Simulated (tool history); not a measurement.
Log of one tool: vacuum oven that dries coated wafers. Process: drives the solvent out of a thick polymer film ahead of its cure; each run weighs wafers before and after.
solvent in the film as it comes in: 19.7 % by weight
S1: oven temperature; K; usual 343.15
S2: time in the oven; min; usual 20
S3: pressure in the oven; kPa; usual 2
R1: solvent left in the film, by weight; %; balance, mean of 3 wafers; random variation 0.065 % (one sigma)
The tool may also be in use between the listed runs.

run 1 day=0 | S1=343.15 S2=20 S3=2 | R1=4.26
run 2 day=1.658 | S1=343.15 S2=20 S3=2 | R1=4.32
run 3 day=2.933 | S1=343.15 S2=20 S3=2 | R1=4.12
run 4 day=4.888 | S1=343.15 S2=20 S3=2 | R1=4.31
run 5 day=5.933 | S1=343.15 S2=20 S3=2 | R1=4.23
run 6 day=7.258 | S1=343.15 S2=20 S3=2 | R1=4.22
run 7 day=8.688 | S1=337.15 S2=20 S3=2 | R1=6.96
run 8 day=10.479 | S1=337.15 S2=20 S3=2 | R1=6.93
run 9 day=11.625 | S1=337.15 S2=17 S3=2 | R1=8.08
run 10 day=12.792 | S1=356.15 S2=20 S3=2 | R1=0.69
run 11 day=14.433 | S1=343.15 S2=20 S3=2.3 | R1=4.35
run 12 day=16.092 | S1=343.15 S2=20 S3=2.3 | R1=4.3
run 13 day=18.358 | S1=343.15 S2=20 S3=2.3 | R1=4.25
run 14 day=20.642 | S1=343.15 S2=20 S3=2.3 | R1=4.3
run 15 day=22.229 | S1=343.15 S2=20 S3=2 | R1=4.3
run 16 day=23.925 | S1=343.15 S2=20 S3=2 | R1=4.21
run 17 day=25.204 | S1=343.15 S2=20 S3=2 | R1=4.35
run 18 day=26.867 | S1=343.15 S2=20 S3=2 | R1=4.37
run 19 day=28.167 | S1=343.15 S2=20 S3=2 | R1=4.17
run 20 day=29.175 | S1=343.15 S2=20 S3=2 | R1=4.38
run 21 day=30.692 | S1=343.15 S2=20 S3=5.48 | R1=5.21
run 22 day=32.362 | S1=343.15 S2=20 S3=5.48 | R1=5.16
run 23 day=34.225 | S1=343.15 S2=20 S3=5.48 | R1=5.22
run 24 day=35.967 | S1=343.15 S2=26 S3=1.45 | R1=2.76
run 25 day=38.154 | S1=343.15 S2=20 S3=4.46 | R1=4.79
run 26 day=39.846 | S1=337.15 S2=12 S3=3.86 | R1=10.29
run 27 day=41.092 | S1=337.15 S2=12 S3=3.86 | R1=10.18
run 28 day=43.421 | S1=337.15 S2=12 S3=3.86 | R1=10.34
run 29 day=44.658 | S1=337.15 S2=12 S3=3.86 | R1=10.22
run 30 day=46.017 | S1=335.15 S2=13 S3=4.88 | R1=10.83
run 31 day=47.779 | S1=341.15 S2=12 S3=2 | R1=8.24
run 32 day=49.533 | S1=343.15 S2=13 S3=2 | R1=6.69
run 33 day=51.742 | S1=337.15 S2=22 S3=1.28 | R1=6.31
run 34 day=52.85 | S1=337.15 S2=22 S3=1.28 | R1=6.26
run 35 day=54.879 | S1=337.15 S2=22 S3=1.28 | R1=6.36
run 36 day=56.362 | S1=335.15 S2=16 S3=1.56 | R1=9.11
run 37 day=57.933 | S1=335.15 S2=11 S3=3.46 | R1=11.24
run 38 day=58.967 | S1=335.15 S2=11 S3=3.46 | R1=11.34
run 39 day=60.667 | S1=355.15 S2=16 S3=1.66 | R1=1.13
run 40 day=62.008 | S1=357.15 S2=20 S3=2.59 | R1=0.65
run 41 day=63.229 | S1=354.15 S2=24 S3=3.59 | R1=1.01
run 42 day=64.521 | S1=342.15 S2=11 S3=1.91 | R1=8.03
run 43 day=66.496 | S1=342.15 S2=11 S3=1.26 | R1=7.67
run 44 day=67.875 | S1=352.15 S2=20 S3=2 | R1=1.29
run 45 day=69.375 | S1=341.15 S2=14 S3=2.17 | R1=7.13
run 46 day=70.879 | S1=331.15 S2=12 S3=3.62 | R1=12.4

Taken out of this log: 1 entry between the listed runs. Where each belongs, and how the hidden state differs across it:
Between runs 40 and 41: oven's thermocouples calibrated (day 62.696)
  true wafer temperature over the reading, C: -0.13 -> 0
  measured less the result without the state, R1: +0.01 -> +0 %

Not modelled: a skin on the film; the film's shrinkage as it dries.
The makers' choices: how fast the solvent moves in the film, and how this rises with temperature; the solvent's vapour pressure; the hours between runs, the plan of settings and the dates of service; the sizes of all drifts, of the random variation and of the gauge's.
